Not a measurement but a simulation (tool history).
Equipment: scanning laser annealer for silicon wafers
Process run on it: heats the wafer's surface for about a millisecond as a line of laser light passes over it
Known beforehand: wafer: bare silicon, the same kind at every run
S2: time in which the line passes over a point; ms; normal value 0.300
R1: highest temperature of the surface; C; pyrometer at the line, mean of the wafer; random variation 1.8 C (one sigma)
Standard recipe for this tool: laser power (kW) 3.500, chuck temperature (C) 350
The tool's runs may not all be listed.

Run 1, hour 0.0: usual settings. Result: R1 1029 C.
Run 2, hour 84.6: usual settings. Result: R1 1025 C.
At hour 103.6: window over the wafer cleaned.
Run 3, hour 157.4: usual settings. Result: R1 1063 C.
Run 4, hour 230.9: usual settings. Result: R1 1059 C.
Run 5, hour 313.3: usual settings but S2 0.320 ms. Result: R1 1081 C.
Run 6, hour 357.3: usual settings but S2 0.320 ms. Result: R1 1080 C.
Run 7, hour 416.6: usual settings but S2 0.320 ms. Result: R1 1074 C.
Run 8, hour 499.0: usual settings but S2 0.320 ms. Result: R1 1076 C.
Run 9, hour 549.0: usual settings but S2 0.350 ms. Result: R1 1108 C.
Run 10, hour 621.9: usual settings but S2 0.350 ms. Result: R1 1106 C.
Run 11, hour 670.2: usual settings but S2 0.350 ms. Result: R1 1100 C.
Run 12, hour 748.5: usual settings but S2 0.350 ms. Result: R1 1101 C.
Run 13, hour 824.2: usual settings but S2 0.350 ms. Result: R1 1096 C.
Run 14, hour 896.4: usual settings but S2 0.350 ms. Result: R1 1095 C.
Run 15, hour 976.7: usual settings but laser power (kW) 3.718, S2 0.379 ms. Result: R1 1169 C.
Run 16, hour 1073.8: usual settings but laser power (kW) 3.487, S2 0.216 ms. Result: R1 921 C.
Run 17, hour 1135.1: usual settings but laser power (kW) 3.255, S2 0.224 ms. Result: R1 895 C.
Run 18, hour 1220.1: usual settings but laser power (kW) 3.496, S2 0.297 ms. Result: R1 1023 C.
At hour 1272.0: optics aligned, line set to its width.
Run 19, hour 1299.9: usual settings but S2 0.213 ms. Result: R1 925 C.
Run 20, hour 1360.7: usual settings but S2 0.213 ms. Result: R1 918 C.
Run 21, hour 1402.3: usual settings but laser power (kW) 3.323, S2 0.263 ms, chuck temperature (C) 313. Result: R1 915 C.
At hour 1480.6: window over the wafer cleaned.
Run 22, hour 1493.3: usual settings but laser power (kW) 3.323, S2 0.263 ms, chuck temperature (C) 313. Result: R1 949 C.
Run 23, hour 1549.1: usual settings but laser power (kW) 3.323, S2 0.263 ms, chuck temperature (C) 313. Result: R1 946 C.
Run 24, hour 1620.7: usual settings but laser power (kW) 3.340, S2 0.263 ms, chuck temperature (C) 360. Result: R1 993 C.
Run 25, hour 1692.5: usual settings but laser power (kW) 3.436, S2 0.307 ms, chuck temperature (C) 360. Result: R1 1062 C.
Run 26, hour 1737.0: usual settings but laser power (kW) 3.223. Result: R1 1003 C.
Run 27, hour 1783.8: usual settings but laser power (kW) 3.448, S2 0.358 ms, chuck temperature (C) 381. Result: R1 1142 C.

Forecast each of these 4 alternatives for the next run:
Run A, hour 1828.5: usual settings but laser power (kW) 3.326. Result: R1 ?.
Run B, hour 1828.5: usual settings but laser power (kW) 3.448, S2 0.257 ms, chuck temperature (C) 381. Result: R1 ?.
Run C, hour 1828.5: usual settings but laser power (kW) 3.582, S2 0.287 ms, chuck temperature (C) 317. Result: R1 ?.
Run D, hour 1828.5: usual settings but laser power (kW) 3.705. Result: R1 ?.

run    R1
  A  1018
  B  1022
  C  1019
  D  1095
The same runs, with their run-to-run variation unchanged, on a tool lacking any hidden condition would have given:
run    R1
  A  1036
  B  1039
  C  1038
  D  1115
